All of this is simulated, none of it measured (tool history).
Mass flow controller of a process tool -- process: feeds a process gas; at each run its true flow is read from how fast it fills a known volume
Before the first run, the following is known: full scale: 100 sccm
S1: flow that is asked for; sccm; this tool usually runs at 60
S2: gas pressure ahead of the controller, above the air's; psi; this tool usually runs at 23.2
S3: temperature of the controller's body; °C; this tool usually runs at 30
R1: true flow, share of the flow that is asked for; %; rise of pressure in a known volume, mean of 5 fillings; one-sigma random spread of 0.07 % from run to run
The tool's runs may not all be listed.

run 1 day=0.000 | S1=60 S2=23.2 S3=30 | R1=96.27
run 2 day=2.875 | S1=60 S2=23.2 S3=30 | R1=96.24
run 3 day=7.738 | S1=60 S2=23.2 S3=30 | R1=96.27
run 4 day=12.250 | S1=60 S2=23.2 S3=30 | R1=96.15
run 5 day=17.288 | S1=60 S2=23.2 S3=30 | R1=96.04
run 6 day=20.754 | S1=60 S2=23.2 S3=30 | R1=96.11
run 7 day=25.383 | S1=60 S2=23.2 S3=30 | R1=96.01
run 8 day=31.512 | S1=60 S2=23.2 S3=30 | R1=96.06
run 9 day=35.712 | S1=54 S2=23.2 S3=30 | R1=95.77
run 10 day=40.633 | S1=54 S2=23.2 S3=36 | R1=95.28
run 11 day=44.858 | S1=60 S2=26.0 S3=30 | R1=95.92
run 12 day=48.679 | S1=60 S2=23.2 S3=30 | R1=95.83
run 13 day=53.567 | S1=60 S2=23.2 S3=30 | R1=95.87
run 14 day=58.667 | S1=60 S2=23.2 S3=25 | R1=96.21
run 15 day=63.558 | S1=60 S2=23.2 S3=25 | R1=96.05
run 16 day=69.746 | S1=60 S2=23.2 S3=25 | R1=96.09
run 17 day=75.979 | S1=60 S2=23.2 S3=25 | R1=95.98
run 18 day=81.650 | S1=60 S2=23.2 S3=25 | R1=95.86
run 19 day=85.942 | S1=60 S2=24.2 S3=30 | R1=95.50
run 20 day=89.450 | S1=60 S2=24.2 S3=30 | R1=95.49
run 21 day=94.838 | S1=60 S2=23.2 S3=30 | R1=95.37
run 22 day=100.579 | S1=24 S2=23.2 S3=30 | R1=91.50
run 23 day=104.525 | S1=24 S2=23.2 S3=30 | R1=91.45
run 24 day=108.354 | S1=24 S2=23.2 S3=30 | R1=91.26
-- day=112.775 controller's zero set anew
run 25 day=112.800 | S1=24 S2=23.2 S3=30 | R1=96.98
run 26 day=117.717 | S1=13 S2=23.2 S3=30 | R1=96.43
run 27 day=121.808 | S1=13 S2=23.2 S3=30 | R1=96.27
run 28 day=125.708 | S1=70 S2=23.2 S3=22 | R1=98.15
run 29 day=129.929 | S1=70 S2=23.2 S3=22 | R1=98.06
run 30 day=133.592 | S1=13 S2=31.9 S3=22 | R1=96.77
run 31 day=139.008 | S1=13 S2=30.6 S3=37 | R1=95.36
run 32 day=144.629 | S1=13 S2=30.6 S3=37 | R1=95.24
run 33 day=149.875 | S1=13 S2=30.6 S3=37 | R1=95.00
run 34 day=154.788 | S1=13 S2=30.6 S3=37 | R1=94.77
run 35 day=161.075 | S1=17 S2=30.6 S3=22 | R1=96.20
run 36 day=166.304 | S1=23 S2=23.2 S3=39 | R1=95.21
run 37 day=169.833 | S1=98 S2=23.5 S3=34 | R1=97.34
run 38 day=175.121 | S1=60 S2=23.2 S3=28 | R1=97.02
run 39 day=178.371 | S1=21 S2=26.1 S3=37 | R1=94.98
run 40 day=182.162 | S1=14 S2=33.5 S3=30 | R1=94.56
run 41 day=184.946 | S1=86 S2=30.3 S3=32 | R1=97.27
run 42 day=188.254 | S1=59 S2=39.7 S3=20 | R1=97.91
run 43 day=192.067 | S1=100 S2=37.6 S3=40 | R1=97.04
run 44 day=198.308 | S1=17 S2=23.2 S3=30 | R1=94.70
run 45 day=203.229 | S1=24 S2=36.1 S3=30 | R1=95.39
run 46 day=208.429 | S1=24 S2=36.1 S3=30 | R1=95.30
run 47 day=212.533 | S1=24 S2=36.1 S3=30 | R1=95.10
run 48 day=217.417 | S1=24 S2=36.1 S3=30 | R1=95.06

Consider 3 possible next runs. They are alternatives, not a sequence: every one starts from the tool as it was left by run 48. What does each give?
run A day=221.792 | S1=24 S2=36.1 S3=35 | R1=?
run B day=221.792 | S1=49 S2=32.5 S3=30 | R1=?
run C day=221.792 | S1=24 S2=26.1 S3=30 | R1=?

run=A R1=94.88
run=B R1=96.36
run=C R1=94.87
With no hidden state in the tool, these same runs would have given:
run=A R1=98.55
run=B R1=99.01
run=C R1=98.54
